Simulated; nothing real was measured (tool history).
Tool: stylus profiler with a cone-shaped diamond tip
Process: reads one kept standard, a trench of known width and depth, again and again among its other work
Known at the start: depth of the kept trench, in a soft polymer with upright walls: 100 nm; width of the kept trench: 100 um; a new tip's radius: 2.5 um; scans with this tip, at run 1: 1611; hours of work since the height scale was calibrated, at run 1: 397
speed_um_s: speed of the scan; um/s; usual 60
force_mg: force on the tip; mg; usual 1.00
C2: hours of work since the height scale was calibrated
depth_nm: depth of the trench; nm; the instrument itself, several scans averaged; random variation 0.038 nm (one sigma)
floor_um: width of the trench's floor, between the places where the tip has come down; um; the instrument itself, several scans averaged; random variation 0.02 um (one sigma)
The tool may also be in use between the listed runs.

Run 1, hour 0.0: usual settings; scans with this tip 1611; C2 397. Result: depth_nm 100.94 nm, floor_um 98.26 um.
Run 2, hour 20.9: usual settings; scans with this tip 1674; C2 412. Result: depth_nm 100.99 nm, floor_um 98.26 um.
Run 3, hour 34.2: usual settings; scans with this tip 1715; C2 422. Result: depth_nm 100.95 nm, floor_um 98.26 um.
Run 4, hour 60.0: usual settings; scans with this tip 1794; C2 442. Result: depth_nm 100.95 nm, floor_um 98.24 um.
Run 5, hour 81.2: usual settings; scans with this tip 1858; C2 458. Result: depth_nm 100.95 nm, floor_um 98.26 um.
Run 6, hour 106.5: usual settings but speed_um_s 21 um/s; scans with this tip 1935; C2 477. Result: depth_nm 100.93 nm, floor_um 98.44 um.
Run 7, hour 121.3: usual settings but speed_um_s 46 um/s; scans with this tip 1980; C2 488. Result: depth_nm 100.98 nm, floor_um 98.34 um.
Run 8, hour 140.1: usual settings but speed_um_s 171 um/s; scans with this tip 2037; C2 502. Result: depth_nm 101.00 nm, floor_um 97.71 um.
Run 9, hour 160.7: usual settings; scans with this tip 2100; C2 517. Result: depth_nm 101.01 nm, floor_um 98.25 um.
Run 10, hour 173.7: usual settings; scans with this tip 2140; C2 527. Result: depth_nm 100.95 nm, floor_um 98.27 um.
Run 11, hour 185.9: usual settings; scans with this tip 2177; C2 536. Result: depth_nm 100.99 nm, floor_um 98.25 um.
Run 12, hour 202.2: usual settings; scans with this tip 2227; C2 548. Result: depth_nm 100.99 nm, floor_um 98.24 um.
Run 13, hour 213.7: usual settings; scans with this tip 2262; C2 557. Result: depth_nm 101.00 nm, floor_um 98.26 um.
Run 14, hour 234.5: usual settings; scans with this tip 2325; C2 573. Result: depth_nm 100.97 nm, floor_um 98.21 um.
Run 15, hour 260.8: usual settings but speed_um_s 51 um/s, force_mg 0.40 mg; scans with this tip 2405; C2 592. Result: depth_nm 100.58 nm, floor_um 98.14 um.
Run 16, hour 286.2: usual settings but speed_um_s 150 um/s, force_mg 0.82 mg; scans with this tip 2482; C2 611. Result: depth_nm 100.94 nm, floor_um 97.74 um.
Run 17, hour 304.1: usual settings but speed_um_s 150 um/s, force_mg 0.82 mg; scans with this tip 2537; C2 625. Result: depth_nm 100.90 nm, floor_um 97.73 um.
Run 18, hour 318.2: usual settings but speed_um_s 97 um/s, force_mg 1.27 mg; scans with this tip 2580; C2 635. Result: depth_nm 101.25 nm, floor_um 98.11 um.
Run 19, hour 340.0: usual settings but speed_um_s 24 um/s; scans with this tip 2646; C2 652. Result: depth_nm 101.04 nm, floor_um 98.39 um.
Run 20, hour 365.8: usual settings but speed_um_s 50 um/s, force_mg 1.76 mg; scans with this tip 2725; C2 671. Result: depth_nm 101.44 nm, floor_um 98.30 um.
Run 21, hour 379.3: usual settings but speed_um_s 35 um/s, force_mg 1.55 mg; scans with this tip 2766; C2 681. Result: depth_nm 101.40 nm, floor_um 98.43 um.
Run 22, hour 402.9: usual settings but speed_um_s 35 um/s, force_mg 1.55 mg; scans with this tip 2838; C2 699. Result: depth_nm 101.39 nm, floor_um 98.38 um.
Run 23, hour 415.2: usual settings but speed_um_s 172 um/s, force_mg 2.73 mg; scans with this tip 2875; C2 708. Result: depth_nm 101.86 nm, floor_um 98.03 um.
Run 24, hour 441.1: usual settings but speed_um_s 172 um/s, force_mg 2.73 mg; scans with this tip 2954; C2 728. Result: depth_nm 101.85 nm, floor_um 98.00 um.
Run 25, hour 465.9: usual settings but force_mg 0.69 mg; scans with this tip 3030; C2 746. Result: depth_nm 100.82 nm, floor_um 98.19 um.
Run 26, hour 487.4: usual settings but speed_um_s 125 um/s, force_mg 1.44 mg; scans with this tip 3095; C2 762. Result: depth_nm 101.29 nm, floor_um 98.05 um.

Forecast each of these 4 alternatives for the next run:
Run A, hour 513.9: usual settings but speed_um_s 38 um/s, force_mg 1.31 mg; scans with this tip 3176; C2 782. Result: depth_nm ?, floor_um ?.
Run B, hour 513.9: usual settings but speed_um_s 47 um/s, force_mg 1.44 mg; scans with this tip 3176; C2 782. Result: depth_nm ?, floor_um ?.
Run C, hour 513.9: usual settings but speed_um_s 28 um/s, force_mg 1.94 mg; scans with this tip 3176; C2 782. Result: depth_nm ?, floor_um ?.
Run D, hour 513.9: usual settings but speed_um_s 58 um/s; scans with this tip 3176; C2 782. Result: depth_nm ?, floor_um ?.

run  depth_nm  floor_um
  A    101.26     98.42
  B    101.29     98.32
  C    101.66     98.42
  D    101.12     98.28
Without the tool's hidden state the same runs would have given:
run  depth_nm  floor_um
  A    101.02     98.49
  B    101.05     98.40
  C    101.42     98.49
  D    100.88     98.35

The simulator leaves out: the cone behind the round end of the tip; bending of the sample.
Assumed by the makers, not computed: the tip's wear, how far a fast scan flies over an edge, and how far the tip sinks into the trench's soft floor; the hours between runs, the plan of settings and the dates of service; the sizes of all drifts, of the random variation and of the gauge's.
